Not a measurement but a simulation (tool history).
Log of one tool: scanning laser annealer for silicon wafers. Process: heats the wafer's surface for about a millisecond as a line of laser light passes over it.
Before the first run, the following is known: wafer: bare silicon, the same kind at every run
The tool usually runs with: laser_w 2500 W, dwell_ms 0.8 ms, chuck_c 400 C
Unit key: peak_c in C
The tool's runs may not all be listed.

run	hour	laser_w	dwell_ms	chuck_c	peak_c
1	0	2500	0.8	400	1214
2	30.2	2601	0.8	400	1242
3	77.6	2601	0.8	400	1243
4	125	2500	0.8	400	1210
5	173.3	2500	0.8	400	1206
6	222.9	2500	0.8	400	1204
7	278.3	2500	0.8	400	1207
8	316.5	2500	0.8	400	1200
# hour 322.1: window over the wafer cleaned
9	366.9	2226	0.946	400	1174
10	396.9	2226	0.946	400	1171
# hour 427.5: window over the wafer cleaned, once more
11	430.6	2226	0.946	400	1223
12	457.5	2500	0.693	396	1164
13	501.3	2654	0.579	396	1126
14	534	2434	0.8	400	1210
15	581.3	2469	0.854	372	1223
16	617.6	2469	0.744	372	1153

Predict each of these 3 candidate next runs independently; none follows another, all start after run 16:
A	641.8	2259	0.836	403	?
B	641.8	2653	0.8	400	?
C	641.8	2182	0.915	372	?

run	peak_c
A	1172
B	1275
C	1157
Had the tool no hidden state, the same runs would have come out as:
run	peak_c
A	1184
B	1288
C	1169
